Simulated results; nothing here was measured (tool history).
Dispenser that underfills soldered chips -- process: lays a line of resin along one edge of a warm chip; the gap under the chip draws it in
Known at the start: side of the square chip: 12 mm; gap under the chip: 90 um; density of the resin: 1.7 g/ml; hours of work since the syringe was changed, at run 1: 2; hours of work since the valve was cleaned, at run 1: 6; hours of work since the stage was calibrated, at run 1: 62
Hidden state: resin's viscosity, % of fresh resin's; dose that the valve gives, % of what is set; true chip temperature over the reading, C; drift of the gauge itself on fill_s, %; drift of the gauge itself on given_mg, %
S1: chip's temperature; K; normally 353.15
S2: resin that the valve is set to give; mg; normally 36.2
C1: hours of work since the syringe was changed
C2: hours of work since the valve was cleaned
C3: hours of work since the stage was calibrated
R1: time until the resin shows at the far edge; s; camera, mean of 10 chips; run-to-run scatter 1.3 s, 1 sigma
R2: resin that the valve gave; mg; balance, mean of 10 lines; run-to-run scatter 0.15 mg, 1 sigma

{"run": 1, "hour": 0.0, "S1": 353.15, "S2": 36.2, "C1": 2, "C2": 6, "C3": 62, "R1": 137.1, "R2": 36.16}
{"run": 2, "hour": 5.7, "S1": 352.15, "S2": 36.2, "C1": 5, "C2": 10, "C3": 65, "R1": 172.6, "R2": 35.96}
{"hour": 7.9, "done": "new syringe of resin"}
{"run": 3, "hour": 13.0, "S1": 348.15, "S2": 36.2, "C1": 3, "C2": 14, "C3": 70, "R1": 179.8, "R2": 35.97}
{"run": 4, "hour": 16.2, "S1": 348.15, "S2": 36.2, "C1": 5, "C2": 17, "C3": 72, "R1": 205.9, "R2": 35.88}
{"hour": 18.2, "done": "new syringe of resin"}
{"run": 5, "hour": 20.3, "S1": 356.15, "S2": 36.2, "C1": 1, "C2": 19, "C3": 74, "R1": 118.5, "R2": 35.95}
{"run": 6, "hour": 23.8, "S1": 356.15, "S2": 36.2, "C1": 4, "C2": 21, "C3": 77, "R1": 137, "R2": 35.67}
{"run": 7, "hour": 26.9, "S1": 356.15, "S2": 36.2, "C1": 6, "C2": 23, "C3": 79, "R1": 149.5, "R2": 35.47}
{"hour": 28.6, "done": "new syringe of resin"}
{"run": 8, "hour": 30.4, "S1": 356.15, "S2": 34.1, "C1": 1, "C2": 25, "C3": 81, "R1": 119.4, "R2": 33.41}
{"run": 9, "hour": 35.1, "S1": 356.15, "S2": 34.1, "C1": 4, "C2": 28, "C3": 84, "R1": 142.7, "R2": 33.59}
{"hour": 38.8, "done": "new syringe of resin"}
{"run": 10, "hour": 38.9, "S1": 356.15, "S2": 34.1, "C1": 0, "C2": 31, "C3": 86, "R1": 113.1, "R2": 33.47}
{"run": 11, "hour": 45.0, "S1": 353.15, "S2": 36.2, "C1": 4, "C2": 35, "C3": 90, "R1": 156.1, "R2": 35.31}
{"hour": 49.2, "done": "new syringe of resin"}
{"run": 12, "hour": 50.9, "S1": 353.15, "S2": 36.2, "C1": 1, "C2": 38, "C3": 94, "R1": 132.5, "R2": 34.88}
{"run": 13, "hour": 54.6, "S1": 353.15, "S2": 40.4, "C1": 3, "C2": 41, "C3": 96, "R1": 149.9, "R2": 39.17}
{"run": 14, "hour": 58.9, "S1": 353.15, "S2": 40.4, "C1": 6, "C2": 43, "C3": 99, "R1": 176.5, "R2": 39.2}
{"hour": 59.6, "done": "new syringe of resin"}
{"run": 15, "hour": 64.6, "S1": 353.15, "S2": 40.4, "C1": 3, "C2": 47, "C3": 102, "R1": 143.9, "R2": 39.26}
{"hour": 70.1, "done": "new syringe of resin"}
{"run": 16, "hour": 71.9, "S1": 351.15, "S2": 40.4, "C1": 1, "C2": 51, "C3": 107, "R1": 138.9, "R2": 38.81}
{"run": 17, "hour": 77.6, "S1": 363.15, "S2": 40.4, "C1": 5, "C2": 55, "C3": 110, "R1": 110, "R2": 38.63}
{"hour": 80.6, "done": "new syringe of resin"}
{"run": 18, "hour": 81.7, "S1": 363.15, "S2": 40.4, "C1": 1, "C2": 57, "C3": 113, "R1": 87.4, "R2": 38.79}
{"run": 19, "hour": 88.5, "S1": 347.15, "S2": 32.6, "C1": 5, "C2": 62, "C3": 117, "R1": 209, "R2": 31.28}
{"hour": 90.9, "done": "new syringe of resin"}
{"run": 20, "hour": 96.3, "S1": 357.15, "S2": 38.1, "C1": 3, "C2": 67, "C3": 122, "R1": 129.6, "R2": 36.55}
{"hour": 101.3, "done": "new syringe of resin"}
{"run": 21, "hour": 103.9, "S1": 360.15, "S2": 35, "C1": 2, "C2": 71, "C3": 127, "R1": 108.4, "R2": 33.12}
{"run": 22, "hour": 107.4, "S1": 360.15, "S2": 35, "C1": 4, "C2": 74, "C3": 129, "R1": 119.4, "R2": 33.43}
{"hour": 111.4, "done": "new syringe of resin"}
{"run": 23, "hour": 111.9, "S1": 360.15, "S2": 35, "C1": 0, "C2": 76, "C3": 132, "R1": 94.3, "R2": 33.14}
{"run": 24, "hour": 119.2, "S1": 355.15, "S2": 38.5, "C1": 5, "C2": 81, "C3": 136, "R1": 147.1, "R2": 36.29}
{"hour": 122.1, "done": "new syringe of resin"}
{"run": 25, "hour": 124.0, "S1": 355.15, "S2": 38.5, "C1": 1, "C2": 84, "C3": 139, "R1": 121.9, "R2": 36.54}
{"run": 26, "hour": 129.3, "S1": 345.15, "S2": 38.5, "C1": 5, "C2": 87, "C3": 143, "R1": 221.8, "R2": 35.95}
{"hour": 132.3, "done": "new syringe of resin"}
{"run": 27, "hour": 134.3, "S1": 345.15, "S2": 38.5, "C1": 1, "C2": 90, "C3": 146, "R1": 182.3, "R2": 36.55}
{"run": 28, "hour": 140.9, "S1": 345.15, "S2": 36.2, "C1": 6, "C2": 95, "C3": 150, "R1": 230.6, "R2": 34.18}
{"hour": 142.9, "done": "new syringe of resin"}
{"run": 29, "hour": 147.1, "S1": 345.15, "S2": 36.2, "C1": 3, "C2": 98, "C3": 154, "R1": 200.4, "R2": 34.01}
{"run": 30, "hour": 151.5, "S1": 338.15, "S2": 38.2, "C1": 6, "C2": 101, "C3": 157, "R1": 308.9, "R2": 35.42}
{"hour": 153.6, "done": "new syringe of resin"}
{"run": 31, "hour": 156.7, "S1": 338.15, "S2": 38.2, "C1": 2, "C2": 104, "C3": 160, "R1": 256.2, "R2": 35.54}
{"run": 32, "hour": 161.3, "S1": 346.15, "S2": 45.8, "C1": 5, "C2": 107, "C3": 163, "R1": 211, "R2": 42.57}
{"hour": 163.8, "done": "new syringe of resin"}
{"run": 33, "hour": 167.3, "S1": 352.15, "S2": 44.6, "C1": 2, "C2": 111, "C3": 166, "R1": 144.1, "R2": 41.12}
{"hour": 174.2, "done": "new syringe of resin"}
{"hour": 175.2, "done": "dispensing valve cleaned and set on the balance"}
{"run": 34, "hour": 176.0, "S1": 365.15, "S2": 37.7, "C1": 1, "C2": 1, "C3": 171, "R1": 81.2, "R2": 37.57}
{"run": 35, "hour": 179.7, "S1": 353.15, "S2": 33.8, "C1": 3, "C2": 3, "C3": 174, "R1": 145.3, "R2": 33.8}

Consider 3 possible next runs. They are alternatives, not a sequence: every one starts from the tool as it was left by run 35. What does each give?
{"hour": 185.7, "done": "new syringe of resin"}
{"run": "A", "hour": 186.2, "S1": 362.15, "S2": 42.7, "C1": 0, "C2": 7, "C3": 178, "R1": "?", "R2": "?"}
{"hour": 185.7, "done": "new syringe of resin"}
{"run": "B", "hour": 186.2, "S1": 350.15, "S2": 39.5, "C1": 0, "C2": 7, "C3": 178, "R1": "?", "R2": "?"}
{"hour": 185.7, "done": "new syringe of resin"}
{"run": "C", "hour": 186.2, "S1": 365.15, "S2": 34, "C1": 0, "C2": 7, "C3": 178, "R1": "?", "R2": "?"}

run=A R1=85.3 R2=42.6
run=B R1=140.3 R2=39.19
run=C R1=79.3 R2=33.85
The same runs, with their run-to-run variation unchanged, on a tool lacking any hidden condition would have given:
run=A R1=86.9 R2=42.74
run=B R1=143.1 R2=39.32
run=C R1=80.7 R2=33.96
